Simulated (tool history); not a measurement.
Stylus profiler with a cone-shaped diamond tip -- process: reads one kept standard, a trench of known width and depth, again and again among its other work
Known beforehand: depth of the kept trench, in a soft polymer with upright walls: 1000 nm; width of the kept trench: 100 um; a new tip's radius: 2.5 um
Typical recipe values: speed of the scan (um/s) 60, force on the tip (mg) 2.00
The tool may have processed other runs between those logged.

run	day	speed of the scan (um/s)	force on the tip (mg)	depth of the trench (angstrom)	width of the trench's floor (nm)
1	0.000	60	2.00	10071.6	94930
2	1.417	60	2.00	10070.4	94970
3	3.554	60	2.00	10071.7	94900
4	6.392	60	2.00	10069.7	94830
5	8.604	60	2.00	10070.6	94880
6	10.029	60	2.73	10092.8	94870
7	12.800	60	2.73	10089.9	94810
8	14.121	60	2.00	10066.4	94790
9	16.183	60	2.00	10068.4	94770
10	18.183	60	2.00	10063.3	94770
11	20.604	60	2.00	10060.5	94730
12	23.125	60	2.00	10062.7	94730
13	24.488	60	5.61	10160.2	94710
14	27.542	75	2.00	10061.5	94700
# day 27.762: height scale calibrated on a step standard
15	30.500	75	2.00	10053.1	94670
16	33.333	75	2.00	10052.7	94580
# day 33.796: height scale calibrated on a step standard, once more
17	36.450	75	2.00	10101.8	94570
18	39.196	16	4.99	10180.2	94690
19	41.971	16	4.99	10178.8	94680
20	43.729	16	4.99	10177.6	94660
21	45.704	22	0.99	10063.9	94550
22	48.350	22	0.99	10058.1	94530
23	50.925	22	0.99	10060.3	94530
24	52.871	22	0.99	10055.5	94550
25	55.096	22	3.51	10136.6	94510
26	56.554	224	0.83	10045.3	93930
27	59.217	16	5.51	10186.1	94470
28	62.142	141	1.70	10075.9	94180
29	63.779	190	4.07	10147.4	94250
30	66.296	60	1.38	10066.7	94280
31	69.204	17	1.38	10063.2	94430

Each row is a separate what-if for the run after 31, all from the same tool condition, not one after another. Results?
A	71.196	171	1.55	?	?
B	71.196	111	1.10	?	?
C	71.196	60	1.40	?	?
D	71.196	148	3.05	?	?
E	71.196	17	1.84	?	?

run	depth of the trench (angstrom)	width of the trench's floor (nm)
A	10074.9	94110
B	10053.3	94100
C	10063.3	94320
D	10119.6	94190
E	10078.8	94450
The same runs, with their run-to-run variation unchanged, on a tool lacking any hidden condition would have given:
run	depth of the trench (angstrom)	width of the trench's floor (nm)
A	10088.2	95700
B	10066.6	95690
C	10076.7	95910
D	10133.0	95780
E	10092.1	96030
